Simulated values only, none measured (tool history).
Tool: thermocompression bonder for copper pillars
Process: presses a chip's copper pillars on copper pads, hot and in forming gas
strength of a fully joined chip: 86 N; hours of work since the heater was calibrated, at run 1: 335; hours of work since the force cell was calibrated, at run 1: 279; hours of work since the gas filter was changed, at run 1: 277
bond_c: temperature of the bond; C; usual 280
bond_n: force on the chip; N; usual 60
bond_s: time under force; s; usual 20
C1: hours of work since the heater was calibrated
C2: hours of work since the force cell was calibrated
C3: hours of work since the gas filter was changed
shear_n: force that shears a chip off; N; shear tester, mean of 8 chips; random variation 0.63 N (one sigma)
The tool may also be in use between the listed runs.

run 1 hour=0 | bond_c=280 bond_n=60 bond_s=20 | C1=335 C2=279 C3=277 | shear_n=57.1
-- hour=23 forming gas filter changed
run 2 hour=39 | bond_c=280 bond_n=60 bond_s=20 | C1=362 C2=306 C3=11 | shear_n=61.2
run 3 hour=94.6 | bond_c=280 bond_n=60 bond_s=20 | C1=402 C2=346 C3=51 | shear_n=60.2
run 4 hour=131.5 | bond_c=280 bond_n=60 bond_s=13 | C1=428 C2=372 C3=77 | shear_n=54.1
run 5 hour=164.8 | bond_c=280 bond_n=60 bond_s=13 | C1=452 C2=396 C3=101 | shear_n=52
run 6 hour=198.1 | bond_c=280 bond_n=60 bond_s=13 | C1=476 C2=420 C3=125 | shear_n=52.3
run 7 hour=231.9 | bond_c=280 bond_n=60 bond_s=20 | C1=500 C2=444 C3=149 | shear_n=58.2
run 8 hour=287.8 | bond_c=280 bond_n=60 bond_s=30 | C1=540 C2=484 C3=189 | shear_n=64.4
run 9 hour=337.7 | bond_c=280 bond_n=60 bond_s=30 | C1=576 C2=520 C3=225 | shear_n=63.3
run 10 hour=375.4 | bond_c=280 bond_n=60 bond_s=30 | C1=602 C2=546 C3=251 | shear_n=64.2
run 11 hour=410 | bond_c=280 bond_n=63 bond_s=30 | C1=627 C2=571 C3=276 | shear_n=65.6
-- hour=433.1 forming gas filter changed
run 12 hour=451.2 | bond_c=280 bond_n=63 bond_s=30 | C1=656 C2=600 C3=13 | shear_n=68.4
run 13 hour=504.8 | bond_c=280 bond_n=60 bond_s=20 | C1=694 C2=638 C3=51 | shear_n=60.6
run 14 hour=549.8 | bond_c=280 bond_n=60 bond_s=20 | C1=727 C2=671 C3=83 | shear_n=59.6
run 15 hour=575.4 | bond_c=280 bond_n=60 bond_s=31 | C1=745 C2=689 C3=102 | shear_n=64.8
run 16 hour=634.7 | bond_c=280 bond_n=60 bond_s=31 | C1=787 C2=731 C3=144 | shear_n=65.1
run 17 hour=686.2 | bond_c=280 bond_n=60 bond_s=22 | C1=824 C2=768 C3=181 | shear_n=60
run 18 hour=736.9 | bond_c=280 bond_n=60 bond_s=22 | C1=860 C2=804 C3=217 | shear_n=59.7
run 19 hour=767.7 | bond_c=280 bond_n=78 bond_s=20 | C1=882 C2=826 C3=239 | shear_n=67.1
run 20 hour=797.8 | bond_c=280 bond_n=60 bond_s=20 | C1=903 C2=848 C3=260 | shear_n=58.8
run 21 hour=841.3 | bond_c=256 bond_n=45 bond_s=20 | C1=935 C2=879 C3=291 | shear_n=36.3
-- hour=844.3 forming gas filter changed
run 22 hour=899.7 | bond_c=288 bond_n=62 bond_s=20 | C1=976 C2=920 C3=40 | shear_n=65.9
run 23 hour=950.5 | bond_c=263 bond_n=84 bond_s=18 | C1=1012 C2=956 C3=76 | shear_n=67.8
run 24 hour=984.9 | bond_c=263 bond_n=84 bond_s=18 | C1=1037 C2=981 C3=100 | shear_n=66.6
run 25 hour=1020.9 | bond_c=254 bond_n=60 bond_s=26 | C1=1062 C2=1006 C3=126 | shear_n=54.1
run 26 hour=1053.2 | bond_c=254 bond_n=60 bond_s=26 | C1=1085 C2=1029 C3=149 | shear_n=53.2
run 27 hour=1113.8 | bond_c=268 bond_n=62 bond_s=38 | C1=1129 C2=1073 C3=192 | shear_n=65.8
run 28 hour=1159.9 | bond_c=268 bond_n=62 bond_s=38 | C1=1162 C2=1106 C3=225 | shear_n=64.6
run 29 hour=1215.2 | bond_c=268 bond_n=62 bond_s=38 | C1=1201 C2=1145 C3=265 | shear_n=62.2
-- hour=1255.1 forming gas filter changed
run 30 hour=1255.1 | bond_c=284 bond_n=49 bond_s=20 | C1=1229 C2=1173 C3=0 | shear_n=53.4
run 31 hour=1280 | bond_c=251 bond_n=38 bond_s=20 | C1=1247 C2=1191 C3=18 | shear_n=31.9
-- hour=1289.5 heater calibrated with a thermocouple chip
run 32 hour=1320.9 | bond_c=251 bond_n=88 bond_s=22 | C1=22 C2=1219 C3=45 | shear_n=70.7
run 33 hour=1367.3 | bond_c=304 bond_n=57 bond_s=45 | C1=56 C2=1252 C3=79 | shear_n=78.4
run 34 hour=1409.2 | bond_c=304 bond_n=57 bond_s=45 | C1=85 C2=1282 C3=108 | shear_n=76
-- hour=1463.4 force cell calibrated
run 35 hour=1463.4 | bond_c=271 bond_n=86 bond_s=31 | C1=123 C2=0 C3=146 | shear_n=76.6
run 36 hour=1506.2 | bond_c=309 bond_n=41 bond_s=11 | C1=154 C2=31 C3=177 | shear_n=43.1
run 37 hour=1561.7 | bond_c=309 bond_n=82 bond_s=32 | C1=193 C2=70 C3=216 | shear_n=78.7
run 38 hour=1603.7 | bond_c=309 bond_n=82 bond_s=32 | C1=223 C2=100 C3=246 | shear_n=79.3
run 39 hour=1648 | bond_c=285 bond_n=60 bond_s=37 | C1=255 C2=132 C3=278 | shear_n=67.1

The same runs without the tool's hidden state, with the same run-to-run variation:
The hidden state here: true temperature of the bond over the reading, C; force that reaches the chip, % of what is set; oxide that the forming gas leaves, % of the face; drift of the gauge itself on shear_n, %.
run=1 shear_n=61.3
run=2 shear_n=61.8
run=3 shear_n=61.3
run=4 shear_n=55.4
run=5 shear_n=53.5
run=6 shear_n=54
run=7 shear_n=60.4
run=8 shear_n=67.3
run=9 shear_n=66.7
run=10 shear_n=68
run=11 shear_n=69.8
run=12 shear_n=69
run=13 shear_n=61.6
run=14 shear_n=60.9
run=15 shear_n=66.6
run=16 shear_n=67.5
run=17 shear_n=62.6
run=18 shear_n=62.7
run=19 shear_n=70.8
run=20 shear_n=62.3
run=21 shear_n=39.2
run=22 shear_n=66.6
run=23 shear_n=69.3
run=24 shear_n=68.4
run=25 shear_n=56.1
run=26 shear_n=55.5
run=27 shear_n=68.8
run=28 shear_n=68.1
run=29 shear_n=66.1
run=30 shear_n=53.6
run=31 shear_n=32.5
run=32 shear_n=68.3
run=33 shear_n=77.6
run=34 shear_n=75.6
run=35 shear_n=79.1
run=36 shear_n=44.9
run=37 shear_n=82.4
run=38 shear_n=83.5
run=39 shear_n=71.2

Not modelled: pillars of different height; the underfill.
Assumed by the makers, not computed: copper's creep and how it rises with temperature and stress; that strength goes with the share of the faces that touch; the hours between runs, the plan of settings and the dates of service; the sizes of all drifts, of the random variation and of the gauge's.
